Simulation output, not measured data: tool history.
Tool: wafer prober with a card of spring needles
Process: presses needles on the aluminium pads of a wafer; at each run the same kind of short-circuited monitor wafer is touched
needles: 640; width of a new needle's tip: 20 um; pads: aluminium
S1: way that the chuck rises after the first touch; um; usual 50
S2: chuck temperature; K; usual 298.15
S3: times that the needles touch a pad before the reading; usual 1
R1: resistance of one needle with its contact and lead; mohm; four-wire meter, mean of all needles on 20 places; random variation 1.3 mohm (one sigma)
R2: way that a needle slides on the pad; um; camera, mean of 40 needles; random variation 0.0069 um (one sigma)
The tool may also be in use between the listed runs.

Run 1, day 0.000: usual settings. Result: R1 131 mohm, R2 9.172 um.
Run 2, day 1.388: usual settings but S3 2. Result: R1 121 mohm, R2 9.178 um.
Run 3, day 2.221: usual settings. Result: R1 118 mohm, R2 9.163 um.
Run 4, day 3.592: usual settings but S2 369.15 K. Result: R1 133 mohm, R2 9.145 um.
Run 5, day 5.100: usual settings. Result: R1 131 mohm, R2 9.219 um.
Run 6, day 6.025: usual settings but S2 340.15 K. Result: R1 130 mohm, R2 9.219 um.
Run 7, day 6.817: usual settings. Result: R1 106 mohm, R2 9.204 um.
Run 8, day 7.775: usual settings but S2 314.15 K. Result: R1 142 mohm, R2 9.188 um.
Run 9, day 9.079: usual settings but S1 31 um. Result: R1 196 mohm, R2 5.679 um.
Run 10, day 9.992: usual settings. Result: R1 136 mohm, R2 9.174 um.
Run 11, day 11.446: usual settings. Result: R1 141 mohm, R2 9.155 um.
Run 12, day 12.625: usual settings. Result: R1 142 mohm, R2 9.142 um.
Run 13, day 13.788: usual settings. Result: R1 139 mohm, R2 9.142 um.
Run 14, day 14.696: usual settings. Result: R1 128 mohm, R2 9.212 um.
Run 15, day 15.662: usual settings. Result: R1 122 mohm, R2 9.209 um.
Run 16, day 16.829: usual settings but S1 47 um. Result: R1 122 mohm, R2 8.650 um.
Run 17, day 18.167: usual settings but S1 47 um. Result: R1 127 mohm, R2 8.627 um.
Run 18, day 18.942: usual settings but S1 54 um, S2 345.15 K. Result: R1 141 mohm, R2 9.929 um.
Run 19, day 20.796: usual settings but S1 55 um, S2 316.15 K. Result: R1 127 mohm, R2 10.074 um.
Run 20, day 22.542: usual settings but S1 55 um, S2 316.15 K. Result: R1 135 mohm, R2 10.069 um.
Run 21, day 24.438: usual settings but S1 55 um, S2 316.15 K. Result: R1 124 mohm, R2 10.145 um.
Run 22, day 25.954: usual settings but S1 55 um, S2 316.15 K. Result: R1 132 mohm, R2 10.141 um.
Run 23, day 27.362: usual settings but S1 56 um, S2 338.15 K, S3 3. Result: R1 121 mohm, R2 10.309 um.
Run 24, day 28.704: usual settings but S1 34 um, S2 334.15 K, S3 2. Result: R1 157 mohm, R2 6.246 um.
Run 25, day 30.104: usual settings but S1 34 um, S2 334.15 K, S3 2. Result: R1 118 mohm, R2 6.221 um.
Run 26, day 31.046: usual settings but S1 34 um, S2 336.15 K, S3 2. Result: R1 158 mohm, R2 6.221 um.
Run 27, day 32.812: usual settings but S1 43 um, S2 305.15 K. Result: R1 127 mohm, R2 7.838 um.
Run 28, day 34.150: usual settings but S1 43 um, S2 305.15 K. Result: R1 133 mohm, R2 7.848 um.
Run 29, day 35.292: usual settings but S1 57 um, S2 310.15 K, S3 2. Result: R1 112 mohm, R2 10.494 um.
Run 30, day 36.217: usual settings but S1 57 um, S2 310.15 K, S3 2. Result: R1 106 mohm, R2 10.500 um.
Run 31, day 37.396: usual settings but S1 57 um, S2 310.15 K, S3 2. Result: R1 107 mohm, R2 10.486 um.
Run 32, day 38.775: usual settings but S1 32 um, S2 300.15 K. Result: R1 135 mohm, R2 5.843 um.
Run 33, day 39.558: usual settings but S1 61 um, S2 300.15 K, S3 2. Result: R1 119 mohm, R2 11.206 um.

Not shown: 36 entries that the log had between the listed runs. Between which runs, and how does the tool's hidden state differ before and after?
Between runs 1 and 2: tips cleaned on abrasive film (day 0.846)
  debris on the tips, nm: 40.8 -> 42.6; way that the needles fall short of the set height, um: 0.22 -> 0.28; tips' diameter, um: 20.4 -> 20.41
  measured less the result without the state, R1: +26 -> +16 mohm; R2: -0.041 -> -0.051 um
Between runs 2 and 3: tips cleaned on abrasive film (day 2.029)
  debris on the tips, nm: 42.6 -> 21.4; way that the needles fall short of the set height, um: 0.28 -> 0.33; tips' diameter, um: 20.41 -> 20.43
  measured less the result without the state, R1: +16 -> +14 mohm; R2: -0.051 -> -0.062 um
Between runs 3 and 4: tips cleaned on abrasive film (day 3.225)
  debris on the tips, nm: 21.4 -> 35.4; way that the needles fall short of the set height, um: 0.33 -> 0.4; tips' diameter, um: 20.43 -> 20.46
  measured less the result without the state, R1: +14 -> +20 mohm; R2: -0.062 -> -0.073 um
Between runs 4 and 5: tips cleaned on abrasive film (day 4.421); height of the first contact set anew (day 4.896)
  debris on the tips, nm: 35.4 -> 46.2; way that the needles fall short of the set height, um: 0.4 -> 0; tips' diameter, um: 20.46 -> 20.48
  measured less the result without the state, R1: +20 -> +29 mohm; R2: -0.073 -> +0.000 um
Between runs 5 and 6: tips cleaned on abrasive film (day 5.646)
  debris on the tips, nm: 46.2 -> 32.6; way that the needles fall short of the set height, um: 0 -> 0.05; tips' diameter, um: 20.48 -> 20.49
  measured less the result without the state, R1: +29 -> +19 mohm; R2: +0.000 -> -0.008 um
Between runs 6 and 7: tips cleaned on abrasive film (day 6.817)
  debris on the tips, nm: 32.6 -> 5.6; way that the needles fall short of the set height, um: 0.05 -> 0.12; tips' diameter, um: 20.49 -> 20.52
  measured less the result without the state, R1: +19 -> +4 mohm; R2: -0.008 -> -0.021 um
Between runs 8 and 9: tips cleaned on abrasive film (day 8.067)
  debris on the tips, nm: 54.8 -> 56.6; way that the needles fall short of the set height, um: 0.12 -> 0.19; tips' diameter, um: 20.52 -> 20.54
  measured less the result without the state, R1: +34 -> +86 mohm; R2: -0.021 -> -0.034 um
Between runs 9 and 10: tips cleaned on abrasive film (day 9.254)
  debris on the tips, nm: 56.6 -> 49.1; way that the needles fall short of the set height, um: 0.19 -> 0.26; tips' diameter, um: 20.54 -> 20.57
  measured less the result without the state, R1: +86 -> +31 mohm; R2: -0.034 -> -0.047 um
Between runs 10 and 11: tips cleaned on abrasive film (day 10.425)
  debris on the tips, nm: 49.1 -> 56.8; way that the needles fall short of the set height, um: 0.26 -> 0.32; tips' diameter, um: 20.57 -> 20.59
  measured less the result without the state, R1: +31 -> +37 mohm; R2: -0.047 -> -0.060 um
Between runs 11 and 12: tips cleaned on abrasive film (day 11.708)
  debris on the tips, nm: 56.8 -> 54.3; way that the needles fall short of the set height, um: 0.32 -> 0.38; tips' diameter, um: 20.59 -> 20.61
  measured less the result without the state, R1: +37 -> +35 mohm; R2: -0.060 -> -0.070 um
Between runs 12 and 13: tips cleaned on abrasive film (day 12.879)
  debris on the tips, nm: 54.3 -> 53.9; way that the needles fall short of the set height, um: 0.38 -> 0.43; tips' diameter, um: 20.61 -> 20.63
  measured less the result without the state, R1: +35 -> +35 mohm; R2: -0.070 -> -0.079 um
Between runs 13 and 14: tips cleaned on abrasive film (day 14.171); height of the first contact set anew (day 14.696)
  debris on the tips, nm: 53.9 -> 37.7; way that the needles fall short of the set height, um: 0.43 -> 0; tips' diameter, um: 20.63 -> 20.65
  measured less the result without the state, R1: +35 -> +24 mohm; R2: -0.079 -> +0.000 um
Between runs 14 and 15: tips cleaned on abrasive film (day 15.371)
  debris on the tips, nm: 37.7 -> 28.7; way that the needles fall short of the set height, um: 0 -> 0.06; tips' diameter, um: 20.65 -> 20.67
  measured less the result without the state, R1: +24 -> +18 mohm; R2: +0.000 -> -0.012 um
Between runs 15 and 16: tips cleaned on abrasive film (day 16.625)
  debris on the tips, nm: 28.7 -> 21.8; way that the needles fall short of the set height, um: 0.06 -> 0.14; tips' diameter, um: 20.67 -> 20.7
  measured less the result without the state, R1: +18 -> +16 mohm; R2: -0.012 -> -0.026 um
Between runs 16 and 17: tips cleaned on abrasive film (day 17.817)
  debris on the tips, nm: 21.8 -> 28.8; way that the needles fall short of the set height, um: 0.14 -> 0.19; tips' diameter, um: 20.7 -> 20.72
  measured less the result without the state, R1: +16 -> +21 mohm; R2: -0.026 -> -0.035 um
Between runs 18 and 19: tips cleaned on abrasive film (day 19.050); tips cleaned on abrasive film (day 20.238)
  debris on the tips, nm: 60.1 -> 41.1; way that the needles fall short of the set height, um: 0.19 -> 0.31; tips' diameter, um: 20.72 -> 20.76
  measured less the result without the state, R1: +31 -> +22 mohm; R2: -0.035 -> -0.057 um
Between runs 19 and 20: tips cleaned on abrasive film (day 21.517)
  debris on the tips, nm: 41.1 -> 57.9; way that the needles fall short of the set height, um: 0.31 -> 0.39; tips' diameter, um: 20.76 -> 20.79
  measured less the result without the state, R1: +22 -> +31 mohm; R2: -0.057 -> -0.072 um
Between runs 20 and 21: tips cleaned on abrasive film (day 22.708); tips cleaned on abrasive film (day 23.975); height of the first contact set anew (day 24.438)
  debris on the tips, nm: 57.9 -> 35.5; way that the needles fall short of the set height, um: 0.39 -> 0; tips' diameter, um: 20.79 -> 20.83
  measured less the result without the state, R1: +31 -> +19 mohm; R2: -0.072 -> +0.000 um
Between runs 21 and 22: tips cleaned on abrasive film (day 25.267)
  debris on the tips, nm: 35.5 -> 47.7; way that the needles fall short of the set height, um: 0 -> 0.06; tips' diameter, um: 20.83 -> 20.85
  measured less the result without the state, R1: +19 -> +25 mohm; R2: +0.000 -> -0.011 um
Between runs 22 and 23: tips cleaned on abrasive film (day 26.458)
  debris on the tips, nm: 47.7 -> 54.3; way that the needles fall short of the set height, um: 0.06 -> 0.13; tips' diameter, um: 20.85 -> 20.88
  measured less the result without the state, R1: +25 -> +10 mohm; R2: -0.011 -> -0.025 um
Between runs 23 and 24: tips cleaned on abrasive film (day 27.675)
  debris on the tips, nm: 54.3 -> 58.6; way that the needles fall short of the set height, um: 0.13 -> 0.19; tips' diameter, um: 20.88 -> 20.9
  measured less the result without the state, R1: +10 -> +44 mohm; R2: -0.025 -> -0.035 um
Between runs 24 and 25: tips cleaned on abrasive film (day 28.858); tips cleaned on abrasive film (day 30.104)
  debris on the tips, nm: 58.6 -> 5.5; way that the needles fall short of the set height, um: 0.19 -> 0.32; tips' diameter, um: 20.9 -> 20.94
  measured less the result without the state, R1: +44 -> +5 mohm; R2: -0.035 -> -0.058 um
Between runs 26 and 27: tips cleaned on abrasive film (day 31.279); tips cleaned on abrasive film (day 32.538)
  debris on the tips, nm: 54.9 -> 27.7; way that the needles fall short of the set height, um: 0.32 -> 0.45; tips' diameter, um: 20.94 -> 20.99
  measured less the result without the state, R1: +42 -> +23 mohm; R2: -0.059 -> -0.083 um
Between runs 27 and 28: tips cleaned on abrasive film (day 33.796)
  debris on the tips, nm: 27.7 -> 33; way that the needles fall short of the set height, um: 0.45 -> 0.52; tips' diameter, um: 20.99 -> 21.01
  measured less the result without the state, R1: +23 -> +29 mohm; R2: -0.083 -> -0.096 um
Between runs 28 and 29: height of the first contact set anew (day 34.325); tips cleaned on abrasive film (day 35.000)
  debris on the tips, nm: 33 -> 27.4; way that the needles fall short of the set height, um: 0.52 -> 0.06; tips' diameter, um: 21.01 -> 21.04
  measured less the result without the state, R1: +29 -> +8 mohm; R2: -0.096 -> -0.011 um
Between runs 29 and 30: tips cleaned on abrasive film (day 36.217)
  debris on the tips, nm: 27.4 -> 4.7; way that the needles fall short of the set height, um: 0.06 -> 0.11; tips' diameter, um: 21.04 -> 21.05
  measured less the result without the state, R1: +8 -> +2 mohm; R2: -0.011 -> -0.020 um
Between runs 30 and 31: tips cleaned on abrasive film (day 37.396)
  debris on the tips, nm: 4.7 -> 2.9; way that the needles fall short of the set height, um: 0.11 -> 0.17; tips' diameter, um: 21.05 -> 21.07
  measured less the result without the state, R1: +2 -> +1 mohm; R2: -0.020 -> -0.031 um
Between runs 31 and 32: tips cleaned on abrasive film (day 38.671)
  debris on the tips, nm: 2.9 -> 15.3; way that the needles fall short of the set height, um: 0.17 -> 0.24; tips' diameter, um: 21.07 -> 21.1
  measured less the result without the state, R1: +1 -> +24 mohm; R2: -0.031 -> -0.044 um

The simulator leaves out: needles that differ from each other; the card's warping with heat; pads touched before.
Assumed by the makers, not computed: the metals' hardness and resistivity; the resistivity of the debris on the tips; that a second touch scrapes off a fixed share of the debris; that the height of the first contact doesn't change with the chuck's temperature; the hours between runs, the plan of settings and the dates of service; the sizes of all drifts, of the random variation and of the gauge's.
